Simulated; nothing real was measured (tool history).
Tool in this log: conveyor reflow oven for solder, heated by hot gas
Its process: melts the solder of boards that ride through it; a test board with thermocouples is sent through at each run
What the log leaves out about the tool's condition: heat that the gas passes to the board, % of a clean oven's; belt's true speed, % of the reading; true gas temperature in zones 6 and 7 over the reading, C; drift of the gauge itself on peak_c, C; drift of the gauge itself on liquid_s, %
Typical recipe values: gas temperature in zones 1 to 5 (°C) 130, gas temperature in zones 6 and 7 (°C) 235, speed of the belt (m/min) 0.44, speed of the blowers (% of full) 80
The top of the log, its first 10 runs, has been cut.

run	hour	gas temperature in zones 1 to 5 (°C)	gas temperature in zones 6 and 7 (°C)	speed of the belt (m/min)	speed of the blowers (% of full)	hours of work since the flux was cleaned out	hours of work since the belt drive was overhauled	hours of work since the thermocouples were changed	highest temperature of the board (°C)	time above the solder's melting point (s)
11	263.1	130	235	0.466	53	383	733	444	204.3	53.9
12	281.5	130	235	0.466	53	397	748	459	204.4	53.6
13	300.8	130	235	0.466	61	412	763	474	207	59.4
# hour 309.4: flux residue cleaned out of gas plates and filters
14	335.6	130	235	0.466	61	20	786	497	210	63.9
15	369.4	130	235	0.466	61	47	812	523	209.6	63.6
16	396.4	130	235	0.466	61	68	833	544	209.4	63.6
17	428.5	130	235	0.466	61	93	858	569	209.1	63.4
# hour 436: belt drive overhauled, speed set with a stopwatch
# hour 475.4: thermocouples of zones 6 and 7 changed
18	475.4	125	235	0.44	59	125	29	0	211	68.7
# hour 502.8: belt drive overhauled, speed set with a stopwatch, once more
19	511	125	235	0.44	59	149	6	25	209.4	63.2
20	534.1	125	235	0.44	59	167	24	43	209.2	63.1
21	566.9	125	235	0.44	59	193	50	68	208.9	62.7
22	608.9	130	246	0.41	80	225	83	101	228.7	95.1
23	627.7	117	231	0.391	90	240	97	115	216.6	83.3
24	660.2	130	232	0.353	80	265	122	141	220	102.7
25	702.4	130	232	0.353	80	298	155	174	220	103.2
26	735	130	228	0.447	80	323	181	199	209.2	66.5
27	773.4	130	235	0.44	73	353	211	229	213.2	72.6
28	793	130	226	0.44	73	369	226	244	205.7	62
29	825.3	130	250	0.44	80	394	251	269	227.6	87.6
# hour 858.4: flux residue cleaned out of gas plates and filters
30	858.4	125	243	0.44	80	0	273	291	224.1	83.2

What if the next run were any one of these 3? Each begins from the tool's condition after run 30:
A	878.2	130	235	0.44	66	15	288	306	?	?
B	878.2	125	243	0.472	80	15	288	306	?	?
C	878.2	130	236	0.44	80	15	288	306	?	?

run	highest temperature of the board (°C)	time above the solder's melting point (s)
A	213.5	72.6
B	221.2	74.6
C	218.4	80.2
The same runs, with their run-to-run variation unchanged, on a tool lacking any hidden condition would have given:
run	highest temperature of the board (°C)	time above the solder's melting point (s)
A	214.2	73.1
B	222	74.9
C	219.1	80.5
